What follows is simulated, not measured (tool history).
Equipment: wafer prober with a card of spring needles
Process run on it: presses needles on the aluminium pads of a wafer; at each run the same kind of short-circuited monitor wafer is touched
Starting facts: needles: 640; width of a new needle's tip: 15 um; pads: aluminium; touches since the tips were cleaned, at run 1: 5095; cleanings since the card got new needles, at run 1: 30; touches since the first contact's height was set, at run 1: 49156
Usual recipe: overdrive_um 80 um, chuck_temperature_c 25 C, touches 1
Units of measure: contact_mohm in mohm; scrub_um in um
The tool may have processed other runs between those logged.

run,hour,overdrive_um,chuck_temperature_c,touches,touches since the tips were cleaned,cleanings since the card got new needles,touches since the first contact's height was set,contact_mohm,scrub_um
1,0.0,80,25,1,5095,30,49156,178,11.153
# hour 9.5: tips cleaned on abrasive film
2,19.7,67,25,1,4109,31,57030,179,9.332
# hour 31.9: tips cleaned on abrasive film
3,41.3,67,25,1,3783,32,65706,177,9.325
# hour 43.9: height of the first contact set anew
# hour 55.2: tips cleaned on abrasive film
4,55.2,80,70,1,0,33,4516,186,11.152
5,74.5,80,25,1,7755,33,12271,179,11.162
# hour 77.5: tips cleaned on abrasive film
6,88.4,80,25,1,4363,34,17819,179,11.163
# hour 101.5: tips cleaned on abrasive film
7,107.4,80,25,1,2349,35,25404,179,11.172
# hour 123.5: tips cleaned on abrasive film
8,123.6,80,25,1,44,36,31913,178,11.170
9,138.6,80,39,1,6050,36,37919,178,11.165
# hour 145.7: tips cleaned on abrasive film
10,166.0,80,26,1,8146,37,48899,177,11.170
# hour 168.1: tips cleaned on abrasive film
# hour 192.3: tips cleaned on abrasive film
11,199.5,80,26,1,2913,39,62316,177,11.189
# hour 210.1: height of the first contact set anew
# hour 214.9: tips cleaned on abrasive film
12,215.6,80,26,1,282,40,2143,178,11.183
# hour 237.5: tips cleaned on abrasive film
13,242.7,80,25,1,2082,41,13011,178,11.176
# hour 260.1: tips cleaned on abrasive film
14,264.7,80,25,1,1856,42,21836,176,11.194
# hour 283.5: tips cleaned on abrasive film
15,283.8,72,25,1,123,43,29480,180,10.075
16,299.8,72,25,1,6559,43,35916,180,10.070
# hour 307.9: tips cleaned on abrasive film
17,327.5,76,94,2,7881,44,46990,191,10.644
# hour 330.1: tips cleaned on abrasive film
18,348.8,76,94,2,7503,45,55526,191,10.644
# hour 352.3: tips cleaned on abrasive film
19,374.1,76,109,1,8784,46,65686,196,10.650
# hour 376.2: tips cleaned on abrasive film
# hour 376.5: height of the first contact set anew
# hour 399.2: tips cleaned on abrasive film
20,399.9,76,109,1,257,48,9343,194,10.656
# hour 422.2: tips cleaned on abrasive film
21,430.2,76,109,1,3210,49,21509,195,10.649
# hour 446.3: tips cleaned on abrasive film
22,457.5,80,106,2,4506,50,32455,196,11.222
# hour 468.8: tips cleaned on abrasive film
23,485.3,80,106,2,6639,51,43581,195,11.209
# hour 491.2: tips cleaned on abrasive film
24,501.6,80,106,2,4183,52,50103,192,11.232
# hour 514.6: tips cleaned on abrasive film
25,516.6,80,106,2,771,53,56077,194,11.228
26,536.1,62,38,2,8634,53,63940,186,8.707
# hour 537.8: tips cleaned on abrasive film
# hour 544.0: height of the first contact set anew
27,555.1,62,38,2,6834,54,4475,182,8.710
# hour 562.3: tips cleaned on abrasive film
28,580.1,62,38,2,7153,55,14478,185,8.714
# hour 586.6: tips cleaned on abrasive film
# hour 608.7: tips cleaned on abrasive film
29,612.6,80,25,2,1539,57,27473,177,11.252
# hour 632.3: tips cleaned on abrasive film
30,632.3,84,42,2,0,58,35383,180,11.807
31,646.3,84,42,2,5623,58,41006,180,11.805

Some steps in scrub_um, run to run, broken into two amounts with sign: the step expected even without the hidden condition (settings, incoming material, random variation), and the rest, left for the hidden condition together with whatever gauge scatter is not in both the measured and the hidden-condition-free result:
Hidden state at play: debris on the tips, nm; way that the needles fall short of the set height, um; tips' diameter, um; drift of the gauge itself on contact_mohm, %; drift of the gauge itself on scrub_um, %.
Run 3 -> 4: overdrive_um 67 -> 80, chuck_temperature_c 25 -> 70, height of the first contact set anew, tips cleaned on abrasive film. scrub_um +1.827 um: hidden state +0.005, all else +1.822.
Run 21 -> 22: overdrive_um 76 -> 80, chuck_temperature_c 109 -> 106, touches 1 -> 2, tips cleaned on abrasive film. scrub_um +0.573 um: hidden state +0.009, all else +0.564.
Run 25 -> 26: overdrive_um 80 -> 62, chuck_temperature_c 106 -> 38. scrub_um -2.521 um: hidden state -0.015, all else -2.506.
Run 28 -> 29: overdrive_um 62 -> 80, chuck_temperature_c 38 -> 25, tips cleaned on abrasive film, tips cleaned on abrasive film. scrub_um +2.538 um: hidden state +0.027, all else +2.511.
